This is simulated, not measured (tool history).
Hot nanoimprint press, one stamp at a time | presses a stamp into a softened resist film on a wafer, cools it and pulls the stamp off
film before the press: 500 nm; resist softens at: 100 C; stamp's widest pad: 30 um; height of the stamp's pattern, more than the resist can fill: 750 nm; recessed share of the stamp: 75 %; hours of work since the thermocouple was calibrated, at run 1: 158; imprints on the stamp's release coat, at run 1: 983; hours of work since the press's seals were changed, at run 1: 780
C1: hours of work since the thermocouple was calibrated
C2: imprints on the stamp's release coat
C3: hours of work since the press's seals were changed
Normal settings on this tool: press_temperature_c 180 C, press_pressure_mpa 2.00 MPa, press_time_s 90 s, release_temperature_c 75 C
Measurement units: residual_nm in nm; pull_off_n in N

Run 1, hour 0.0: usual settings; C1 158; C2 983; C3 780. Result: residual_nm 183.2 nm, pull_off_n 131.6 N.
Run 2, hour 41.4: usual settings; C1 188; C2 1074; C3 810. Result: residual_nm 182.9 nm, pull_off_n 133.4 N.
At hour 70.6: stamp cleaned and given a new release coat.
Run 3, hour 137.0: usual settings; C1 252; C2 145; C3 874. Result: residual_nm 182.8 nm, pull_off_n 132.2 N.
Run 4, hour 209.5: usual settings; C1 304; C2 303; C3 926. Result: residual_nm 182.5 nm, pull_off_n 131.7 N.
Run 5, hour 283.4: usual settings; C1 356; C2 465; C3 979. Result: residual_nm 182.7 nm, pull_off_n 133.6 N.
At hour 334.0: plate thermocouple calibrated.
Run 6, hour 353.6: usual settings; C1 14; C2 612; C3 1027. Result: residual_nm 182.3 nm, pull_off_n 132.5 N.
Run 7, hour 418.3: usual settings; C1 60; C2 754; C3 1073. Result: residual_nm 182.4 nm, pull_off_n 133.6 N.
Run 8, hour 456.5: usual settings; C1 88; C2 837; C3 1101. Result: residual_nm 182.2 nm, pull_off_n 132.1 N.
Run 9, hour 511.3: usual settings but press_time_s 50 s; C1 127; C2 957; C3 1140. Result: residual_nm 221.8 nm, pull_off_n 133.6 N.
At hour 562.0: press's hydraulic seals changed and the load cell set to zero.
Run 10, hour 586.0: usual settings but press_time_s 172 s; C1 175; C2 1103; C3 17. Result: residual_nm 145.3 nm, pull_off_n 133.7 N.
At hour 605.8: stamp cleaned and given a new release coat.
Run 11, hour 676.7: usual settings but press_time_s 172 s; C1 235; C2 155; C3 78. Result: residual_nm 145.3 nm, pull_off_n 133.1 N.
Run 12, hour 764.6: usual settings but press_time_s 172 s; C1 298; C2 348; C3 141. Result: residual_nm 145.2 nm, pull_off_n 134.4 N.
Run 13, hour 806.4: usual settings but press_time_s 172 s, release_temperature_c 65 C; C1 328; C2 439; C3 171. Result: residual_nm 145.4 nm, pull_off_n 146.4 N.
Run 14, hour 852.6: usual settings but press_time_s 172 s, release_temperature_c 65 C; C1 361; C2 540; C3 204. Result: residual_nm 145.2 nm, pull_off_n 148.5 N.
At hour 892.5: plate thermocouple calibrated.
Run 15, hour 946.8: usual settings; C1 39; C2 740; C3 269. Result: residual_nm 181.7 nm, pull_off_n 133.8 N.
Run 16, hour 985.0: usual settings but press_temperature_c 192 C; C1 66; C2 823; C3 296. Result: residual_nm 135.4 nm, pull_off_n 131.7 N.
Run 17, hour 1043.6: usual settings but press_time_s 130 s, release_temperature_c 81 C; C1 108; C2 952; C3 338. Result: residual_nm 159.5 nm, pull_off_n 123.2 N.
Run 18, hour 1102.9: usual settings but press_time_s 72 s, release_temperature_c 81 C; C1 151; C2 1081; C3 381. Result: residual_nm 195.4 nm, pull_off_n 124.7 N.
At hour 1128.8: stamp cleaned and given a new release coat.
Run 19, hour 1186.8: usual settings but press_temperature_c 188 C, release_temperature_c 79 C; C1 206; C2 127; C3 436. Result: residual_nm 148.5 nm, pull_off_n 127.0 N.
Run 20, hour 1231.7: usual settings but press_temperature_c 188 C, release_temperature_c 79 C; C1 238; C2 225; C3 469. Result: residual_nm 148.2 nm, pull_off_n 127.6 N.
Run 21, hour 1299.1: usual settings but press_temperature_c 188 C, release_temperature_c 79 C; C1 287; C2 372; C3 517. Result: residual_nm 148.6 nm, pull_off_n 126.2 N.
Run 22, hour 1339.7: usual settings but press_pressure_mpa 2.58 MPa, press_time_s 128 s, release_temperature_c 72 C; C1 316; C2 461; C3 546. Result: residual_nm 137.0 nm, pull_off_n 136.4 N.
Run 23, hour 1402.1: usual settings but press_temperature_c 173 C, press_pressure_mpa 2.58 MPa, press_time_s 128 s, release_temperature_c 77 C; C1 360; C2 598; C3 590. Result: residual_nm 166.2 nm, pull_off_n 129.3 N.
At hour 1442.6: plate thermocouple calibrated.
Run 24, hour 1442.6: usual settings but press_temperature_c 173 C, press_time_s 79 s; C1 0; C2 680; C3 617. Result: residual_nm 226.8 nm, pull_off_n 131.1 N.
Run 25, hour 1481.1: usual settings but press_pressure_mpa 1.52 MPa, press_time_s 60 s, release_temperature_c 65 C; C1 28; C2 764; C3 645. Result: residual_nm 241.4 nm, pull_off_n 147.7 N.
Run 26, hour 1560.5: usual settings but press_pressure_mpa 1.52 MPa, press_time_s 60 s, release_temperature_c 65 C; C1 84; C2 938; C3 702. Result: residual_nm 241.2 nm, pull_off_n 147.6 N.
Run 27, hour 1623.7: usual settings but press_pressure_mpa 1.52 MPa, press_time_s 60 s, release_temperature_c 64 C; C1 130; C2 1076; C3 747. Result: residual_nm 240.9 nm, pull_off_n 149.5 N.
At hour 1654.8: stamp cleaned and given a new release coat.
Run 28, hour 1680.2: usual settings but press_pressure_mpa 2.07 MPa, press_time_s 55 s, release_temperature_c 69 C; C1 166; C2 56; C3 783. Result: residual_nm 208.8 nm, pull_off_n 141.7 N.
Run 29, hour 1746.9: usual settings but press_temperature_c 171 C, press_pressure_mpa 2.07 MPa, press_time_s 63 s, release_temperature_c 69 C; C1 213; C2 202; C3 831. Result: residual_nm 250.8 nm, pull_off_n 141.0 N.

What if the next run were any one of these 4? Each begins from the tool's condition after run 29:
Run A, hour 1821.9: usual settings but press_temperature_c 171 C, press_pressure_mpa 2.07 MPa, press_time_s 138 s, release_temperature_c 81 C; C1 267; C2 366; C3 884. Result: residual_nm ?, pull_off_n ?.
Run B, hour 1821.9: usual settings but press_temperature_c 173 C, release_temperature_c 82 C; C1 267; C2 366; C3 884. Result: residual_nm ?, pull_off_n ?.
Run C, hour 1821.9: usual settings but press_temperature_c 178 C, press_pressure_mpa 2.07 MPa, press_time_s 63 s, release_temperature_c 69 C; C1 267; C2 366; C3 884. Result: residual_nm ?, pull_off_n ?.
Run D, hour 1821.9: usual settings but release_temperature_c 77 C; C1 267; C2 366; C3 884. Result: residual_nm ?, pull_off_n ?.

run  residual_nm  pull_off_n
  A        194.8       122.8
  B        216.4       122.0
  C        209.3       142.1
  D        179.8       130.5
Stripped of hidden state, with their random variation kept, the same runs would have yielded:
run  residual_nm  pull_off_n
  A        198.2       122.7
  B        220.2       121.9
  C        212.9       142.0
  D        182.9       130.4

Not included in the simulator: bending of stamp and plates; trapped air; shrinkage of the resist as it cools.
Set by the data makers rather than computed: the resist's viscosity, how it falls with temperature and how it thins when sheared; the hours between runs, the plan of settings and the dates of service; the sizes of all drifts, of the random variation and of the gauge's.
